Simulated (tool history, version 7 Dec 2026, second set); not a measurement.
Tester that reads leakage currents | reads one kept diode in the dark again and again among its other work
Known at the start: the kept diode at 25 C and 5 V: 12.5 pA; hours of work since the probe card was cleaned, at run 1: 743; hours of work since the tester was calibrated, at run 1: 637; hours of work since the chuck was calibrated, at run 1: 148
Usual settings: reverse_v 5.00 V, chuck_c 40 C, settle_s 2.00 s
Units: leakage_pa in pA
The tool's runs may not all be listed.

run,hour,reverse_v,chuck_c,settle_s,hours of work since the probe card was cleaned,hours of work since the tester was calibrated,hours of work since the chuck was calibrated,leakage_pa
1,0.0,5.00,40,2.00,743,637,148,55.22
2,93.6,5.00,40,1.33,790,684,195,55.84
3,165.8,5.00,46,1.33,827,720,231,89.75
4,220.3,5.00,46,1.33,854,748,258,89.24
5,336.1,5.00,46,1.33,912,806,317,90.33
6,415.3,1.55,40,2.00,952,846,356,37.47
7,491.5,1.55,40,2.00,990,884,395,37.60
8,563.8,1.55,40,2.00,1027,920,431,37.83
9,624.2,5.00,52,2.00,1057,951,462,144.49
10,720.1,5.00,40,1.84,1105,999,510,59.35
11,836.5,5.00,40,1.84,1164,1058,568,59.71
12,919.0,3.78,40,1.84,1205,1099,610,53.89
13,1040.9,3.78,40,1.84,1267,1160,671,54.41
14,1147.3,10.75,40,1.84,1320,1214,725,85.80
15,1217.3,5.48,40,1.84,1355,1249,760,63.84
16,1341.5,5.48,40,1.84,1418,1312,822,64.53
17,1411.1,5.48,40,1.84,1453,1347,857,65.35
18,1497.4,5.00,40,2.00,1496,1390,901,63.04
19,1607.4,5.00,40,2.00,1552,1445,956,63.92
20,1728.7,5.00,40,5.40,1613,1506,1017,64.39
21,1824.1,4.47,40,2.84,1661,1554,1065,61.84
22,1917.0,4.47,22,0.51,1707,1601,1112,22.15
23,2020.5,5.00,43,0.41,1759,1653,1164,83.81
24,2094.6,8.40,47,9.20,1797,1690,1201,133.80
# hour 2166.5: chuck's temperature calibrated
25,2175.4,5.00,48,0.53,1836,1730,4,109.48
# hour 2226.7: probe card cleaned and baked
26,2261.0,5.00,25,2.24,17,1771,46,13.26
27,2312.6,5.00,48,0.31,43,1797,72,99.65
28,2410.5,5.00,48,0.31,92,1847,121,100.29
29,2523.2,1.36,43,0.31,149,1903,178,44.07
30,2621.9,5.63,28,3.17,199,1953,228,19.58
31,2734.6,3.07,58,9.94,255,2010,284,187.25
32,2850.9,3.07,58,9.94,314,2068,343,188.13
33,2932.6,3.07,58,9.94,355,2109,384,188.08
34,3051.0,3.07,50,9.27,415,2169,443,101.48
35,3164.7,8.85,40,2.00,472,2226,501,66.96
36,3231.2,8.85,40,2.00,505,2259,534,67.54
37,3319.5,8.85,31,2.00,550,2304,578,34.79
38,3374.2,8.85,31,2.00,577,2331,606,35.13
39,3484.4,5.00,33,2.00,633,2387,661,32.40
40,3567.9,1.32,33,2.00,675,2429,703,20.03

Forecast each of these 3 alternatives for the next run:
A,3682.7,1.32,22,2.40,732,2487,761,?
B,3682.7,4.39,40,2.00,732,2487,761,?
C,3682.7,5.00,40,2.00,732,2487,761,?

run,leakage_pa
A,8.13
B,54.77
C,57.21
Without the tool's hidden state the same runs would have given:
run,leakage_pa
A,6.40
B,47.46
C,49.23
